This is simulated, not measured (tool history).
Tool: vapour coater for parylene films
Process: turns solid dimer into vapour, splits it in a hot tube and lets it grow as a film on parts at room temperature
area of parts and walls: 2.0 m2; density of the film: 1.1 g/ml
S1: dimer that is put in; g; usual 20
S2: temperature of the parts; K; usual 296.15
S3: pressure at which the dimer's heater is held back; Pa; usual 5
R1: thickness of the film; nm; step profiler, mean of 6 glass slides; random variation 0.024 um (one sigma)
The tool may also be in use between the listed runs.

run	hour	S1	S2	S3	R1
1	0	20	296.15	5	4620
2	15.9	20	296.15	5	4670
3	32.1	20	296.15	5	4700
4	56.1	20	296.15	5	4630
5	77.9	20	296.15	5	4600
6	92.3	20	296.15	5	4600
7	105.2	20	296.15	5	4610
8	124	18	296.15	5	4160
9	148.4	16	296.15	5	3690
10	165.4	16	296.15	5	3720
11	184.1	16	296.15	5	3700
12	200.9	8	296.15	5	1830
13	214.1	20	296.15	5	4610
14	228.2	20	296.15	5	4610
15	248.4	9	289.15	2.13	3110
16	268.8	23	289.15	4.14	6750
17	291.2	23	289.15	4.14	6730
18	309.4	14	296.15	3.33	3530
19	331.2	14	296.15	3.33	3510
20	352.2	33	303.15	4.01	6580
21	373.1	25	300.15	4.19	5320
22	384.8	25	300.15	11.51	4130
23	409.9	20	306.15	5	3450
24	430.8	20	306.15	5	3420
25	447.3	20	295.15	11.55	3840

Hidden state or all else? Some run-to-run changes of R1, split into what the settings, what came in and random variation would give without the hidden state, and what is left for the hidden state (with any gauge scatter that isn't in both results):
The hidden state here: vapour lost through the trap's worn valve, %; true temperature of the parts over the reading, C; drift of the gauge itself on film_um, %.
Run 15 -> 16: S1 9 -> 23, S3 2.13 -> 4.14. R1 +3640 nm: hidden state -40, all else +3680.
Run 17 -> 18: S1 23 -> 14, S2 289.15 -> 296.15, S3 4.14 -> 3.33. R1 -3200 nm: hidden state +40, all else -3240.
Run 19 -> 20: S1 14 -> 33, S2 296.15 -> 303.15, S3 3.33 -> 4.01. R1 +3070 nm: hidden state -50, all else +3120.

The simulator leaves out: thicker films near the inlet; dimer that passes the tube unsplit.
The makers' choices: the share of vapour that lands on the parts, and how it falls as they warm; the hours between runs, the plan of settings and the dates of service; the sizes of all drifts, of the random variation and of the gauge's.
